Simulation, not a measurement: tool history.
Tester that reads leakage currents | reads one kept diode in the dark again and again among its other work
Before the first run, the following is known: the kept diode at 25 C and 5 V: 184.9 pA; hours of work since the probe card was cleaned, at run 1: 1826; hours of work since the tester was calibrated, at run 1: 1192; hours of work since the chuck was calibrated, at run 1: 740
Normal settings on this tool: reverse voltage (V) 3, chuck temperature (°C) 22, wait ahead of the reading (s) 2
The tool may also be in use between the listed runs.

run    hour  reverse voltage (V)  chuck temperature (°C)  wait ahead of the reading (s)  hours of work since the probe card was cleaned  hours of work since the tester was calibrated  hours of work since the chuck was calibrated  current that the tester gives (pA)
  1       0                    3                      22                              2                                            1826                                           1192                                           740                              127.14
  2    46.2                    3                      22                              2                                            1861                                           1227                                           775                                 128
  3   102.2                    3                      22                              2                                            1903                                           1269                                           817                               128.3
  4   172.2                    3                      22                              2                                            1956                                           1322                                           870                              128.94
  5   218.4                    3                      22                              2                                            1991                                           1357                                           904                              129.01
  6   285.2                 1.06                      22                              2                                            2041                                           1407                                           955                               75.42
  7   330.6                 1.06                      22                              2                                            2075                                           1441                                           989                               75.18
  8   368.3                 1.06                      22                              2                                            2104                                           1470                                          1017                               76.02
  9   401.1                 1.06                      22                              2                                            2129                                           1494                                          1042                               75.48
 10   453.6                 1.06                      22                              2                                            2168                                           1534                                          1082                                75.9
 11   506.9                 1.06                      22                              2                                            2208                                           1574                                          1122                               76.49
 12     569                 1.06                      22                              2                                            2255                                           1621                                          1168                               76.82
 13   614.7                 1.06                      22                              2                                            2289                                           1655                                          1203                                76.5
      638.8  -- chuck's temperature calibrated
 14   677.7                 1.06                      22                              2                                            2335                                           1701                                            29                               69.29
 15   718.5                 1.06                      22                              2                                            2366                                           1732                                            60                               69.21
 16   765.9                 17.2                      50                           6.32                                            2402                                           1768                                            96                             1863.33
 17   830.4                 3.22                      51                           0.56                                            2450                                           1816                                           144                              838.29
 18   861.8                 3.22                      51                           0.56                                            2474                                           1840                                           168                               846.4
 19     907                 1.29                      57                           3.77                                            2508                                           1874                                           202                              756.68
 20   941.8                 1.24                      40                           2.71                                            2534                                           1900                                           228                              257.99
 21   973.9                 1.37                      24                           0.59                                            2558                                           1924                                           252                               93.36
      979.8  -- probe card cleaned and baked
 22  1010.4                 1.37                      24                           0.59                                              23                                           1950                                           278                               89.51
 23  1045.2                 1.22                      29                           0.58                                              49                                           1976                                           304                              120.86
 24  1112.4                 1.22                      29                           0.58                                             100                                           2026                                           354                              121.66
 25    1175                 1.22                      29                           0.58                                             147                                           2074                                           402                              122.13
 26    1224                 3.85                      22                           1.14                                             184                                           2110                                           438                              132.71
 27  1262.1                  6.5                      31                           0.45                                             213                                           2139                                           467                              332.23

Alternative continuations, all from the tool just after run 27; predict every row:
  A  1320.1                    3                      26                              2                                             256                                           2183                                           511                                   ?
  B  1320.1                  6.4                      22                           1.44                                             256                                           2183                                           511                                   ?
  C  1320.1                 4.56                      24                           0.39                                             256                                           2183                                           511                                   ?

run  current that the tester gives (pA)
  A                              156.81
  B                              173.21
  C                              171.92
Stripped of hidden state, with their random variation kept, the same runs would have yielded:
run  current that the tester gives (pA)
  A                              154.27
  B                              169.49
  C                              168.82
